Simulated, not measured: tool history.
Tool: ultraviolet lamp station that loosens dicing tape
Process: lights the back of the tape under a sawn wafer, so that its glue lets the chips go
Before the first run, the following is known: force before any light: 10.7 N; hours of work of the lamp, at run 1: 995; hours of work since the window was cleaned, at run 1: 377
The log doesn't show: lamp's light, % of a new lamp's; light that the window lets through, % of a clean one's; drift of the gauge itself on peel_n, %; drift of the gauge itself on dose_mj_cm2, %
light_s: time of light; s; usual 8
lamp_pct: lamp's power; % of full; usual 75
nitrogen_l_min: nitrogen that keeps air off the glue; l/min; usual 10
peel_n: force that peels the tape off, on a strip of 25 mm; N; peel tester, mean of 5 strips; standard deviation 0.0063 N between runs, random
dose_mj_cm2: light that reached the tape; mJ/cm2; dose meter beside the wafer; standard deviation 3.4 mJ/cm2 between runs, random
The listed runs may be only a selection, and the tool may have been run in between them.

run,hour,light_s,lamp_pct,nitrogen_l_min,hours of work of the lamp,hours of work since the window was cleaned,peel_n,dose_mj_cm2
1,0,8,75,10,995,377,0.476,399
2,55.1,8,75,10,1018,400,0.487,402
3,118.6,8,75,10,1045,427,0.491,391
4,159.6,8,75,10,1062,444,0.508,391
5,231.9,8,75,10,1093,475,0.534,382
6,278.3,8,75,10,1112,494,0.53,383
7,343.4,8,75,10,1140,522,0.572,373
8,412.5,8,75,10,1169,551,0.597,374
9,472.9,8,75,6,1194,577,1.092,366
10,540.7,8,75,10,1223,605,0.608,360
# hour 548.4: window cleaned of glue's vapour
11,590.5,8,75,10,1244,18,0.493,395
12,633.9,8,75,10,1262,36,0.506,397
13,665.5,8,75,10,1275,49,0.529,395
14,716.3,8,75,10,1297,71,0.525,385
15,785.4,8,75,10,1326,100,0.545,380
16,859.6,8,75,10,1357,131,0.566,375
17,936,12,80,5,1389,164,0.358,589
18,968.1,8,70,10,1403,177,0.712,343
19,1027.8,8,70,10,1428,202,0.713,342
20,1096.5,10,73,9,1457,231,0.412,440
21,1146.4,6,81,7,1478,252,1.481,288
22,1198.8,6,81,7,1500,274,1.564,285
23,1270.7,6,81,7,1531,305,1.564,284
24,1341.3,8,75,3,1560,335,2.133,343
25,1385.3,7,75,6,1579,353,1.604,297

3 ways to go on from here, each from the tool as it stands after run 25. What would each give?
A,1428.4,6,62,10,1597,371,?,?
B,1428.4,15,69,17,1597,371,?,?
C,1428.4,8,75,17,1597,371,?,?

run,peel_n,dose_mj_cm2
A,2.092,208
B,0.094,568
C,0.45,335
With no hidden state in the tool, these same runs would have given:
run,peel_n,dose_mj_cm2
A,0.792,334
B,0.059,914
C,0.113,539
